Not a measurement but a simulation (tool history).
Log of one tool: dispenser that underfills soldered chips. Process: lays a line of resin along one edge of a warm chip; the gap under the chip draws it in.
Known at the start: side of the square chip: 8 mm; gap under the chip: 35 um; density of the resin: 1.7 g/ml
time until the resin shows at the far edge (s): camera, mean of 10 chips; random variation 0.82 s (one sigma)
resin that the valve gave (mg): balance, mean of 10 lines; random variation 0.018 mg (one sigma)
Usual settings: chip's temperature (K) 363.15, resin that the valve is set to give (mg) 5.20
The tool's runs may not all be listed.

| run | day | chip's temperature (K) | resin that the valve is set to give (mg) | time until the resin shows at the far edge (s) | resin that the valve gave (mg) |
|---|---|---|---|---|---|
| 1 | 0.000 | 363.15 | 5.20 | 104.5 | 5.05 |
|  | 0.117 | new syringe of resin |
| 2 | 0.429 | 363.15 | 5.20 | 104.8 | 4.97 |
|  | 0.550 | new syringe of resin |
|  | 1.025 | new syringe of resin |
|  | 1.067 | dispensing valve cleaned and set on the balance |
| 3 | 1.217 | 377.15 | 5.20 | 45.9 | 5.15 |
|  | 1.546 | new syringe of resin |
| 4 | 1.788 | 363.15 | 5.20 | 93.6 | 5.14 |
|  | 1.996 | new syringe of resin |
| 5 | 2.221 | 363.15 | 5.20 | 91.1 | 5.15 |
|  | 2.462 | new syringe of resin |
|  | 2.883 | new syringe of resin |
| 6 | 2.971 | 363.15 | 5.20 | 78.3 | 5.11 |
|  | 3.312 | new syringe of resin |
| 7 | 3.483 | 363.15 | 5.20 | 85.8 | 5.07 |
|  | 3.742 | new syringe of resin |
| 8 | 4.067 | 363.15 | 5.20 | 100.0 | 5.02 |
|  | 4.167 | new syringe of resin |
|  | 4.596 | new syringe of resin |
| 9 | 4.650 | 363.15 | 5.20 | 74.6 | 4.99 |
|  | 5.004 | dispensing valve cleaned and set on the balance |
|  | 5.062 | new syringe of resin |
| 10 | 5.412 | 369.15 | 6.28 | 76.6 | 6.25 |
|  | 5.512 | new syringe of resin |
|  | 5.612 | stage's temperature calibrated |
| 11 | 5.883 | 369.15 | 6.28 | 84.4 | 6.20 |
|  | 5.979 | new syringe of resin |
| 12 | 6.375 | 363.15 | 4.48 | 132.3 | 4.42 |

Run 13 comes next. What will it give?
|  | 6.458 | new syringe of resin |
|  | 6.879 | new syringe of resin |
| 13 | 7.117 | 363.15 | 4.48 | ? | ? |

Run 13 gave time until the resin shows at the far edge (s) 108.0, resin that the valve gave (mg) 4.40.
Without the tool's hidden state the same run would have given time until the resin shows at the far edge (s) 79.3, resin that the valve gave (mg) 4.51.
